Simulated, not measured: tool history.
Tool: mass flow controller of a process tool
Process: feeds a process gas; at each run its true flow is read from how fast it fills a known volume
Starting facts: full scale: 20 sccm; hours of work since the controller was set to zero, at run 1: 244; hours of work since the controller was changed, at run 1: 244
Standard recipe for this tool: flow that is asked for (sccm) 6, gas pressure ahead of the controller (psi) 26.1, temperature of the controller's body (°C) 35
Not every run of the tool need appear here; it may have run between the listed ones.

| run | hour | flow that is asked for (sccm) | gas pressure ahead of the controller (psi) | temperature of the controller's body (°C) | hours of work since the controller was set to zero | hours of work since the controller was changed | true flow (%) |
|---|---|---|---|---|---|---|---|
| 1 | 0.0 | 6 | 26.1 | 35 | 244 | 244 | 97.69 |
| 2 | 176.3 | 6 | 26.1 | 35 | 348 | 348 | 97.72 |
| 3 | 296.3 | 6 | 26.1 | 35 | 419 | 419 | 97.72 |
| 4 | 376.4 | 11 | 26.1 | 35 | 466 | 466 | 98.54 |
| 5 | 545.3 | 6 | 26.1 | 35 | 566 | 566 | 97.94 |
| 6 | 729.0 | 6 | 26.1 | 35 | 675 | 675 | 98.06 |
| 7 | 818.4 | 6 | 26.1 | 35 | 727 | 727 | 98.01 |
| 8 | 908.8 | 6 | 26.1 | 35 | 781 | 781 | 98.07 |
| 9 | 1092.5 | 6 | 26.1 | 33 | 890 | 890 | 98.09 |
| 10 | 1233.0 | 6 | 26.1 | 33 | 973 | 973 | 98.29 |
| 11 | 1373.4 | 17 | 21.8 | 35 | 1056 | 1056 | 99.40 |
| 12 | 1452.6 | 6 | 32.8 | 21 | 1102 | 1102 | 99.05 |
| 13 | 1556.2 | 10 | 26.1 | 35 | 1164 | 1164 | 98.88 |
| 14 | 1632.4 | 10 | 26.1 | 35 | 1209 | 1209 | 98.92 |
| 15 | 1743.8 | 6 | 36.3 | 28 | 1275 | 1275 | 99.13 |
| 16 | 1864.4 | 6 | 36.3 | 34 | 1346 | 1346 | 98.98 |
| 17 | 1992.2 | 4 | 30.3 | 32 | 1421 | 1421 | 98.48 |
| 18 | 2085.6 | 3 | 30.3 | 27 | 1477 | 1477 | 98.76 |

Alternative continuations, all from the tool just after run 18; predict every row:
| A | 2192.4 | 3 | 30.3 | 31 | 1540 | 1540 | ? |
| B | 2192.4 | 6 | 26.3 | 24 | 1540 | 1540 | ? |
| C | 2192.4 | 3 | 32.8 | 26 | 1540 | 1540 | ? |
| D | 2192.4 | 3 | 30.3 | 24 | 1540 | 1540 | ? |

| run | true flow (%) |
|---|---|
| A | 98.57 |
| B | 99.11 |
| C | 98.96 |
| D | 98.96 |
Take away the tool's hidden state, keep each run's random variation, and the runs would have read:
| run | true flow (%) |
|---|---|
| A | 97.71 |
| B | 98.24 |
| C | 98.10 |
| D | 98.09 |

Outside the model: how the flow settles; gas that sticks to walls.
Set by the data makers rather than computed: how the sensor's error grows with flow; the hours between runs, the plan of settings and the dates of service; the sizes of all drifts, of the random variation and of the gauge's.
